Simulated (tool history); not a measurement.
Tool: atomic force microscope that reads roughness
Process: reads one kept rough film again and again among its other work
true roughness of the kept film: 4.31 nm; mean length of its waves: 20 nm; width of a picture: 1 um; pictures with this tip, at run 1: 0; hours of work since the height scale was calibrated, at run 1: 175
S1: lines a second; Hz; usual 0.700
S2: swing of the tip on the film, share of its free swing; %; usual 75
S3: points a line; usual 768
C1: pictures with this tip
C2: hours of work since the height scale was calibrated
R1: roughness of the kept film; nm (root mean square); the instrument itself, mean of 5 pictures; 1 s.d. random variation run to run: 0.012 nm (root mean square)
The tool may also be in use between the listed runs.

run,hour,S1,S2,S3,C1,C2,R1
1,0.0,0.700,75,768,0,175,2.805
2,14.0,0.700,75,768,23,183,2.438
3,30.7,0.700,75,768,50,193,2.070
4,44.7,0.700,75,768,73,201,1.863
5,60.4,0.700,75,768,98,211,1.648
6,73.2,0.700,75,768,119,218,1.510
7,88.6,0.700,75,768,144,228,1.395
# hour 102.4: new tip fitted
8,102.4,0.700,75,768,0,236,2.824
9,117.1,0.700,75,768,24,244,2.377
10,132.6,0.700,75,768,50,254,2.064
11,144.9,0.606,75,768,70,261,1.880
12,161.4,0.606,75,768,97,271,1.676
13,176.7,1.067,75,768,122,280,1.450
14,194.6,0.700,75,313,151,290,1.332
# hour 204.0: new tip fitted
15,209.9,0.700,88,768,9,299,2.467
16,227.5,0.700,88,768,38,310,2.076
17,238.4,1.720,57,768,56,316,2.046
18,255.9,3.280,85,844,84,327,1.284
19,273.1,3.280,85,844,112,337,1.117
20,286.5,1.112,86,292,134,345,1.273
21,298.3,0.700,79,748,154,352,1.319
# hour 306.6: new tip fitted
22,315.8,0.700,63,768,15,362,2.541
23,331.4,0.700,63,768,41,371,2.198
24,345.9,0.700,66,556,65,380,1.934
25,364.1,0.700,66,556,95,391,1.687
26,372.6,0.700,66,556,108,396,1.605
27,389.8,0.700,62,316,136,406,1.455
# hour 408.7: new tip fitted
28,408.7,1.260,66,898,0,417,2.821
29,420.4,1.868,65,768,19,424,2.429
30,430.4,0.997,75,968,35,430,2.223
31,439.0,0.997,56,544,49,435,2.141

Describe how what the log doesn't record of the tool's condition differs between the last listed run preceding each entry between runs and the first listed run following it.
After run 7, before run 8: new tip fitted (hour 102.4)
  radius of the tip, nm: 45 -> 10.2
  what was measured, less what the result would be without the hidden state, R1: -1.459 -> -0.016 nm (root mean square)
After run 14, before run 15: new tip fitted (hour 204.0)
  radius of the tip, nm: 46.6 -> 13; height scale over the true one, %: -0.13 -> -0.14
  what was measured, less what the result would be without the hidden state, R1: -1.454 -> -0.227 nm (root mean square)
After run 21, before run 22: new tip fitted (hour 306.6)
  radius of the tip, nm: 47.4 -> 15; height scale over the true one, %: -0.17 -> -0.18
  what was measured, less what the result would be without the hidden state, R1: -1.482 -> -0.383 nm (root mean square)
After run 27, before run 28: new tip fitted (hour 408.7)
  radius of the tip, nm: 42.8 -> 10; height scale over the true one, %: -0.21 -> -0.22
  what was measured, less what the result would be without the hidden state, R1: -1.433 -> -0.009 nm (root mean square)

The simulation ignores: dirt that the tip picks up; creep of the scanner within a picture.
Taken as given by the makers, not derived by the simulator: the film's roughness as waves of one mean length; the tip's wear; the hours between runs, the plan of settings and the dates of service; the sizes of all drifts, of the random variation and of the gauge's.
